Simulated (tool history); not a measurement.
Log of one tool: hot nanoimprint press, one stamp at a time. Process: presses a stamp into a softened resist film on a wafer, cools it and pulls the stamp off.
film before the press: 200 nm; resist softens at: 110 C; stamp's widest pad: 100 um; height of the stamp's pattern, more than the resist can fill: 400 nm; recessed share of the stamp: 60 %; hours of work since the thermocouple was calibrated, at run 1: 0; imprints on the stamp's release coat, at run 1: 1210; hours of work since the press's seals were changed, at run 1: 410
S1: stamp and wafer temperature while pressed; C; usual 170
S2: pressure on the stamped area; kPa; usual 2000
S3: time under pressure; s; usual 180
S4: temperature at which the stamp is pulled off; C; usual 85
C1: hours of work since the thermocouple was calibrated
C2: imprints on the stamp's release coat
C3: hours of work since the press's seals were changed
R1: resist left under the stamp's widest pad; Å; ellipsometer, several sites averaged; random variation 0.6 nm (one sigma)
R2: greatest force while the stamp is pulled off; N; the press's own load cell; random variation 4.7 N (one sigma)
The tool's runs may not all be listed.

run    hour   S1    S2   S3  S4   C1    C2   C3    R1   R2
  1     0.0  170  2000  180  85    0  1210  410  1125  239
  2    87.3  170  2910  180  85   69  1566  478   924  240
      144.7  -- stamp cleaned and given a new release coat
  3   148.4  170  2910  180  85  112    16  522   924  230
  4   209.4  170  2910  249  85  160   264  570   825  230
  5   268.0  170  1210  180  85  206   503  616  1405  238
  6   356.2  170  1210  180  85  276   863  686  1408  234
      400.2  -- plate thermocouple calibrated
  7   452.1  174  1210  180  85   41  1242  759  1213  241
  8   523.0  174  1210  180  85   97  1531  815  1217  234
      585.2  -- stamp cleaned and given a new release coat
  9   590.4  164  2000  180  85  145    21  863  1416  229
 10   654.9  170  2000  269  85  196   285  914   989  230
      710.1  -- press's hydraulic seals changed and the load cell set to zero
 11   750.2  170  2000  269  85  265   640   32  1000  231
      807.0  -- plate thermocouple calibrated
 12   818.4  170  2000  194  85    9   906   83  1100  226
 13   871.8  170  2300  180  85   51  1124  125  1050  226
 14   953.2  170  2000  180  84  115  1456  189  1129  226
 15  1008.9  170  1620  211  85  159  1683  233  1197  236
     1034.3  -- stamp cleaned and given a new release coat
 16  1053.9  170  1620  211  85  190    79  264  1195  234
 17  1128.9  170  1500  133  91  249   385  323  1380  221
 18  1190.4  162  2280  177  85  297   636  371  1474  226
     1206.1  -- plate thermocouple calibrated
 19  1270.5  162  2280  177  85   51   950  432  1457  238
 20  1309.5  181  2760  239  89   82  1110  463   510  227
 21  1347.5  181  2760  239  89  111  1265  493   513  225
 22  1390.1  181  2760  223  89  145  1438  526   516  224
 23  1448.9  164  1220  138  79  191  1678  573  1745  238
     1479.5  -- stamp cleaned and given a new release coat
 24  1531.7  164  1220  138  79  252   213  633  1719  244
 25  1576.3  173  1220  121  79  287   395  668  1384  243
     1602.2  -- plate thermocouple calibrated
 26  1653.2  170  2000   99  78   40   697  727  1319  244
 27  1739.7  170  2170  222  78  108  1050  795  1012  233
 28  1785.9  170  2170  161  78  145  1238  831  1108  241

5 ways to go on from here, each from the tool as it stands after run 28. What would each give?
  A  1843.6  167  2170  120  73  190  1473  877   ?   ?
  B  1843.6  170  2170  161  85  190  1473  877   ?   ?
  C  1843.6  168  2150  173  78  190  1473  877   ?   ?
  D  1843.6  170  2170  238  90  190  1473  877   ?   ?
  E  1843.6  170  2000  356  85  190  1473  877   ?   ?

run    R1   R2
  A  1363  244
  B  1121  241
  C  1202  242
  D   987  231
  E   911  230
Without the tool's hidden state the same runs would have given:
run    R1   R2
  A  1363  243
  B  1121  239
  C  1202  240
  D   987  229
  E   911  229
